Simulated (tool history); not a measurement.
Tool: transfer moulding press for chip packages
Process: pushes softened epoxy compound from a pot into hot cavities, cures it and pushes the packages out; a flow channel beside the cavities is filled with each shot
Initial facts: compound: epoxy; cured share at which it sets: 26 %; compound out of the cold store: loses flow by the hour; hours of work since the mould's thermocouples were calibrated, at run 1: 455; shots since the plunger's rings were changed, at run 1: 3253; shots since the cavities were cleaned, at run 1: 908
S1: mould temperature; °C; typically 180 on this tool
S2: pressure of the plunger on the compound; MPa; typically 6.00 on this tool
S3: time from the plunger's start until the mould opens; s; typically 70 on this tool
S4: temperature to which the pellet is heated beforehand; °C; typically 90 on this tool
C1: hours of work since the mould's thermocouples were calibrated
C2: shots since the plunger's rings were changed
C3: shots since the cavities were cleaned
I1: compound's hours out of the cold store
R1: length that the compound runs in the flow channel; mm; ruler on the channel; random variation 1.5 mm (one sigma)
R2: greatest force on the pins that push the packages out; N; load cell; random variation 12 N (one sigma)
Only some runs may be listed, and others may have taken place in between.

| run | hour | S1 | S2 | S3 | S4 | C1 | C2 | C3 | I1 | R1 | R2 |
|---|---|---|---|---|---|---|---|---|---|---|---|
| 1 | 0.0 | 180 | 6.00 | 70 | 90 | 455 | 3253 | 908 | 17.0 | 577 | 548 |
|  | 16.1 | cavities cleaned with cleaning compound and waxed |
| 2 | 40.7 | 180 | 6.00 | 70 | 90 | 472 | 3629 | 235 | 37.8 | 536 | 560 |
|  | 99.2 | plunger's sealing rings changed |
| 3 | 107.6 | 180 | 6.00 | 70 | 90 | 501 | 81 | 855 | 46.8 | 515 | 534 |
|  | 131.6 | cavities cleaned with cleaning compound and waxed |
| 4 | 158.3 | 180 | 6.00 | 70 | 90 | 523 | 554 | 257 | 13.4 | 587 | 543 |
| 5 | 202.6 | 180 | 6.00 | 70 | 90 | 543 | 980 | 683 | 29.0 | 552 | 551 |
|  | 244.6 | cavities cleaned with cleaning compound and waxed |
| 6 | 247.0 | 180 | 6.00 | 70 | 90 | 562 | 1392 | 24 | 14.6 | 583 | 550 |
| 7 | 312.8 | 184 | 4.82 | 70 | 91 | 591 | 2024 | 656 | 22.5 | 504 | 450 |
|  | 358.1 | cavities cleaned with cleaning compound and waxed |
| 8 | 374.6 | 177 | 4.82 | 54 | 91 | 618 | 2604 | 159 | 22.8 | 510 | 1254 |
| 9 | 426.4 | 177 | 4.82 | 54 | 91 | 642 | 3102 | 657 | 35.2 | 487 | 1202 |
| 10 | 459.6 | 180 | 6.51 | 57 | 98 | 657 | 3421 | 976 | 27.1 | 580 | 894 |
|  | 473.4 | cavities cleaned with cleaning compound and waxed |
| 11 | 526.1 | 180 | 5.95 | 57 | 93 | 686 | 4045 | 506 | 23.3 | 562 | 894 |

Branching from run 11: 3 alternative next runs. What would each branch give?
|  | 538.3 | plunger's sealing rings changed |
| A | 561.9 | 187 | 6.86 | 70 | 94 | 701 | 227 | 827 | 43.6 | ? | ? |
|  | 538.3 | plunger's sealing rings changed |
| B | 561.9 | 174 | 6.00 | 70 | 90 | 701 | 227 | 827 | 20.3 | ? | ? |
|  | 538.3 | plunger's sealing rings changed |
| C | 561.9 | 180 | 6.00 | 61 | 83 | 701 | 227 | 827 | 19.8 | ? | ? |

| run | R1 | R2 |
|---|---|---|
| A | 554 | 413 |
| B | 575 | 772 |
| C | 573 | 825 |
With no hidden state in the tool, these same runs would have given:
| run | R1 | R2 |
|---|---|---|
| A | 554 | 408 |
| B | 575 | 763 |
| C | 573 | 816 |

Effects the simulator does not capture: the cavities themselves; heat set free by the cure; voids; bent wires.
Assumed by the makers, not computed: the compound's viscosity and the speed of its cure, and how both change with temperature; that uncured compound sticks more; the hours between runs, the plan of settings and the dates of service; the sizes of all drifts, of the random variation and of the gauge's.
